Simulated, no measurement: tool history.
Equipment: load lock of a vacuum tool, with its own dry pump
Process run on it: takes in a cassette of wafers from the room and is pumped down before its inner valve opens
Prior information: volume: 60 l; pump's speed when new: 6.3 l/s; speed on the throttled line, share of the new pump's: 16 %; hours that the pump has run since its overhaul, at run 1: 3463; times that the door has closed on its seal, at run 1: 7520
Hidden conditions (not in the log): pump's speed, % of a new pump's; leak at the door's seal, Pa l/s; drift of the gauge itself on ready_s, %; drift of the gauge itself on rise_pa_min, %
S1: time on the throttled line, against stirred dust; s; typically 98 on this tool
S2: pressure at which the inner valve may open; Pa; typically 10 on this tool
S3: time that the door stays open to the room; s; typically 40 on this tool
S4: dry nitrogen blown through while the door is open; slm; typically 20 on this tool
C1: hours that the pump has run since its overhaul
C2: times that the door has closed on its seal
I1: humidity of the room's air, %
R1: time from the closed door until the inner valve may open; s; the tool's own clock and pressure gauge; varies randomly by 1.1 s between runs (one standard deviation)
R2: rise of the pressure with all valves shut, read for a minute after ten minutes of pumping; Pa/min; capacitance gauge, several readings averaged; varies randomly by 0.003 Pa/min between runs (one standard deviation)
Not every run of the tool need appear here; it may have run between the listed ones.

run,hour,S1,S2,S3,S4,C1,C2,I1,R1,R2
1,0,98,10,40,20,3463,7520,44.4,171.6,0.081
2,181.8,98,10,40,20,3645,7735,44.2,170.4,0.086
3,457.2,98,10,40,20,3920,8061,46.6,175.5,0.089
4,698.6,98,10,40,20,4162,8346,43.8,174.1,0.087
5,847.7,98,10,40,11,4311,8523,47.9,174.5,0.103
6,1052.4,98,10,40,20,4515,8765,46,174.2,0.097
7,1206.6,98,10,40,20,4670,8947,45.6,175.1,0.101
8,1405.3,98,10,40,20,4868,9182,45.3,175.9,0.102
9,1645.2,98,10,40,20,5108,9466,46.4,176.5,0.104
10,1841.3,164,10,40,20,5304,9698,46.5,230.5,0.107
11,2027.7,164,10,40,20,5491,9919,41.1,232.7,0.102
12,2270.3,98,10,40,20,5733,10206,44.6,176.3,0.109
13,2500.2,98,10,40,20,5963,10478,45.9,174.7,0.112
14,2749.6,98,10,40,20,6212,10773,43,176.5,0.108
15,2973.2,98,10,40,25,6436,11038,41.9,177.6,0.111
16,3187,98,10,40,5,6650,11291,46.9,177.9,0.136
17,3424.5,98,10,40,5,6887,11572,43.1,177.5,0.131
18,3601.3,49,10,40,20,7064,11781,43.5,137.9,0.119
19,3777.8,162,13,219,9,7241,11990,48,228.2,0.172
20,3941.8,162,17,32,13,7405,12184,50.9,224.4,0.132
21,4091.3,162,17,32,13,7554,12361,47.7,224.3,0.132
22,4235.8,98,11,40,20,7699,12532,43.2,179.8,0.134
23,4361.9,98,10,37,4,7825,12681,44.4,175.8,0.149
24,4475,98,10,37,4,7938,12815,46.2,178.6,0.149
25,4693.2,50,10,36,20,8156,13073,45,139.6,0.13
26,4836.8,52,10,40,15,8300,13243,45,142.1,0.145
27,5062.6,52,10,40,15,8526,13510,42.6,141.4,0.139
28,5328.7,131,15,40,10,8792,13825,39.6,201.7,0.146
29,5549.9,98,19,48,20,9013,14086,44.3,172.6,0.147
30,5818.1,98,19,48,20,9281,14404,42.7,172.1,0.157
31,6000.6,98,19,48,20,9464,14620,48.8,171.4,0.165
32,6267.9,98,11,40,37,9731,14936,44.4,181.7,0.146
33,6513.6,65,10,40,20,9977,15227,44.6,153.2,0.155
34,6776.6,98,10,84,20,10240,15538,44.4,180.6,0.177
35,7038.3,65,10,40,5,10501,15848,45.3,153.5,0.187
36,7156.5,65,10,40,5,10619,15988,44.7,153.7,0.176

Hidden state or all else? Some run-to-run changes of R1, split into what the settings, what came in and random variation would give without the hidden state, and what is left for the hidden state (with any gauge scatter that isn't in both results):
Run 11 -> 12: S1 164 -> 98. R1 -56.4 s: hidden state +1, all else -57.4.
Run 18 -> 19: S1 49 -> 162, S2 10 -> 13, S3 40 -> 219, S4 20 -> 9. R1 +90.3 s: hidden state -1.7, all else +92.
Run 21 -> 22: S1 162 -> 98, S2 17 -> 11, S3 32 -> 40, S4 13 -> 20. R1 -44.5 s: hidden state +1.5, all else -46.
Run 27 -> 28: S1 52 -> 131, S2 10 -> 15, S4 15 -> 10. R1 +60.3 s: hidden state -1.6, all else +61.9.
